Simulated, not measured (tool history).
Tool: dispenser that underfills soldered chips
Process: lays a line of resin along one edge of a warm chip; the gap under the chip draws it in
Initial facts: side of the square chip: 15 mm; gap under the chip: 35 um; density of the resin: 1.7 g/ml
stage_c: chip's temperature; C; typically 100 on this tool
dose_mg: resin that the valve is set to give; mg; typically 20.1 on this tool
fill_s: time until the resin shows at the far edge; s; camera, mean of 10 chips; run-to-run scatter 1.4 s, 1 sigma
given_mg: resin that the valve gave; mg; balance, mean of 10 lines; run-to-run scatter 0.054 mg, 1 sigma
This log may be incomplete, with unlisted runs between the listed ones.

run,hour,stage_c,dose_mg,fill_s,given_mg
1,0,100,20.1,151.3,19.65
2,5.6,100,20.1,174.1,19.66
# hour 11.7: new syringe of resin
3,13.7,100,20.1,147.5,19.57
# hour 16.3: dispensing valve cleaned and set on the balance
4,19.6,100,20.1,167,20.01
# hour 26.6: new syringe of resin
5,27.2,100,20.1,141.3,20.05
6,33.1,100,20.1,164.3,20.08
# hour 40.5: new syringe of resin
7,43.8,100,20.1,149.8,19.95
8,49.1,105,22.5,146.2,22.33
# hour 55: new syringe of resin
9,57.5,105,22.5,122.7,22.35

Run 10 is up next; what results do you expect?
10,66.1,87,18.2,?,?

Run 10 yielded fill_s 283.7 s, given_mg 18.13 mg.
The same run, on a tool lacking any hidden state, would have yielded fill_s 209.3 s, given_mg 18.3 mg.
